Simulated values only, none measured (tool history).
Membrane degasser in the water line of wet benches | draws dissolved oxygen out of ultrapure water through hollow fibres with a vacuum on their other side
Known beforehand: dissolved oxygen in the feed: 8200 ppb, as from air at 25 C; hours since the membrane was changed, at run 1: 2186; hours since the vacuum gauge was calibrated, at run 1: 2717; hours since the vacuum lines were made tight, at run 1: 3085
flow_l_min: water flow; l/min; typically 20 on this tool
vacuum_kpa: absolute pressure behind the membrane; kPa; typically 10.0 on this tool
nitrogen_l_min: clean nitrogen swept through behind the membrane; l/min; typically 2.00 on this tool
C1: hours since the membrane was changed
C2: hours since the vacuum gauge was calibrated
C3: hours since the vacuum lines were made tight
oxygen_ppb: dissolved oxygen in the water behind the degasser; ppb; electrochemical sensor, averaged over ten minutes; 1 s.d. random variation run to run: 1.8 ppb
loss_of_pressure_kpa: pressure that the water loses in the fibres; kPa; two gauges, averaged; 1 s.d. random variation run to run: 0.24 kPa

Run 1, hour 0.0: usual settings; C1 2186; C2 2717; C3 3085. Result: oxygen_ppb 175.1 ppb, loss_of_pressure_kpa 63.86 kPa.
Run 2, hour 64.3: usual settings; C1 2250; C2 2782; C3 3149. Result: oxygen_ppb 177.0 ppb, loss_of_pressure_kpa 64.21 kPa.
Run 3, hour 113.1: usual settings but nitrogen_l_min 5.62 l/min; C1 2299; C2 2830; C3 3198. Result: oxygen_ppb 77.6 ppb, loss_of_pressure_kpa 64.11 kPa.
Run 4, hour 202.0: usual settings but nitrogen_l_min 5.62 l/min; C1 2388; C2 2919; C3 3287. Result: oxygen_ppb 77.5 ppb, loss_of_pressure_kpa 64.45 kPa.
Run 5, hour 261.1: usual settings but nitrogen_l_min 5.18 l/min; C1 2447; C2 2978; C3 3346. Result: oxygen_ppb 83.7 ppb, loss_of_pressure_kpa 64.29 kPa.
Run 6, hour 348.2: usual settings but nitrogen_l_min 5.18 l/min; C1 2534; C2 3066; C3 3433. Result: oxygen_ppb 84.6 ppb, loss_of_pressure_kpa 64.34 kPa.
Run 7, hour 437.3: usual settings but nitrogen_l_min 5.18 l/min; C1 2623; C2 3155; C3 3522. Result: oxygen_ppb 84.2 ppb, loss_of_pressure_kpa 64.86 kPa.
Run 8, hour 529.1: usual settings but flow_l_min 23 l/min, vacuum_kpa 11.4 kPa, nitrogen_l_min 4.81 l/min; C1 2715; C2 3246; C3 3614. Result: oxygen_ppb 123.5 ppb, loss_of_pressure_kpa 74.75 kPa.
Run 9, hour 616.1: usual settings; C1 2802; C2 3333; C3 3701. Result: oxygen_ppb 177.6 ppb, loss_of_pressure_kpa 65.23 kPa.
Run 10, hour 667.2: usual settings but flow_l_min 31 l/min, vacuum_kpa 10.3 kPa, nitrogen_l_min 2.06 l/min; C1 2853; C2 3384; C3 3752. Result: oxygen_ppb 300.2 ppb, loss_of_pressure_kpa 101.03 kPa.
Run 11, hour 707.3: usual settings but flow_l_min 17 l/min, vacuum_kpa 9.2 kPa; C1 2893; C2 3425; C3 3792. Result: oxygen_ppb 130.4 ppb, loss_of_pressure_kpa 55.74 kPa.
Run 12, hour 771.3: usual settings but flow_l_min 17 l/min, vacuum_kpa 9.2 kPa; C1 2957; C2 3489; C3 3856. Result: oxygen_ppb 132.1 ppb, loss_of_pressure_kpa 56.09 kPa.

Forecast each of these 4 alternatives for the next run:
Run A, hour 860.1: usual settings but vacuum_kpa 7.2 kPa, nitrogen_l_min 3.73 l/min; C1 3046; C2 3577; C3 3945. Result: oxygen_ppb ?, loss_of_pressure_kpa ?.
Run B, hour 860.1: usual settings but flow_l_min 17 l/min, vacuum_kpa 22.7 kPa, nitrogen_l_min 1.65 l/min; C1 3046; C2 3577; C3 3945. Result: oxygen_ppb ?, loss_of_pressure_kpa ?.
Run C, hour 860.1: usual settings but flow_l_min 14 l/min, vacuum_kpa 10.3 kPa; C1 3046; C2 3577; C3 3945. Result: oxygen_ppb ?, loss_of_pressure_kpa ?.
Run D, hour 860.1: usual settings but flow_l_min 17 l/min, vacuum_kpa 10.9 kPa, nitrogen_l_min 1.92 l/min; C1 3046; C2 3577; C3 3945. Result: oxygen_ppb ?, loss_of_pressure_kpa ?.

run  oxygen_ppb  loss_of_pressure_kpa
  A        69.7                 65.66
  B       453.4                 55.65
  C       121.7                 45.91
  D       173.0                 55.62
What these runs would have given with no unlogged condition in the tool:
run  oxygen_ppb  loss_of_pressure_kpa
  A        69.7                 64.24
  B       453.4                 54.45
  C       121.7                 44.92
  D       172.9                 54.42

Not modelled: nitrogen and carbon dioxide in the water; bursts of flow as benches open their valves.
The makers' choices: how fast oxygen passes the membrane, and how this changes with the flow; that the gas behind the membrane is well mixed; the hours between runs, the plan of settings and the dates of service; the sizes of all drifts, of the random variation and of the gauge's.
